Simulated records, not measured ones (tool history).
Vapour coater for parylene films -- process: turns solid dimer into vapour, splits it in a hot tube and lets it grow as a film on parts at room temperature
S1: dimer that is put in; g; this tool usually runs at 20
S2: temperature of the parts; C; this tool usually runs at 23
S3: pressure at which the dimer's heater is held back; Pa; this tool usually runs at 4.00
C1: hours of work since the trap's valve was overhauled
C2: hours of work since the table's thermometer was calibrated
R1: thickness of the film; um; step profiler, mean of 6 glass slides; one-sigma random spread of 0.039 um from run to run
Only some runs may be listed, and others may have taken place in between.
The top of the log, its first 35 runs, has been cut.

run    hour  S1  S2    S3   C1   C2    R1
 36   994.0  13  22  7.05  194  283  2.37
 37  1033.5  13  22  7.05  229  317  2.36
 38  1060.5  13  22  7.05  252  340  2.34
 39  1098.0  13  16  7.05  284  373  2.86
     1120.0  -- trap's valve overhauled
 40  1133.7  13  16  7.05   12  400  3.05
 41  1171.8  20  34  2.07   45  433  3.12
 42  1197.0  20  34  2.07   67  455  3.02
 43  1219.5  20  34  2.07   86  474  3.03
 44  1240.6  20  18  2.59  104  493  5.27
 45  1278.2  10  18  5.36  137  525  2.23
 46  1307.9  34  23  4.00  162  551  6.67
 47  1345.8   9  18  3.03  195  584  2.22
 48  1373.7  20  18  7.19  219  608  4.16

What if the next run were any one of these 3? Each begins from the tool's condition after run 48:
  A  1398.2  15  18  2.38  241  629   ?
  B  1398.2  20  22  4.00  241  629   ?
  C  1398.2  14  30  6.44  241  629   ?

run    R1
  A  3.91
  B  4.01
  C  1.92
The same runs, with their run-to-run variation unchanged, on a tool lacking any hidden condition would have given:
run    R1
  A  4.16
  B  4.28
  C  2.04

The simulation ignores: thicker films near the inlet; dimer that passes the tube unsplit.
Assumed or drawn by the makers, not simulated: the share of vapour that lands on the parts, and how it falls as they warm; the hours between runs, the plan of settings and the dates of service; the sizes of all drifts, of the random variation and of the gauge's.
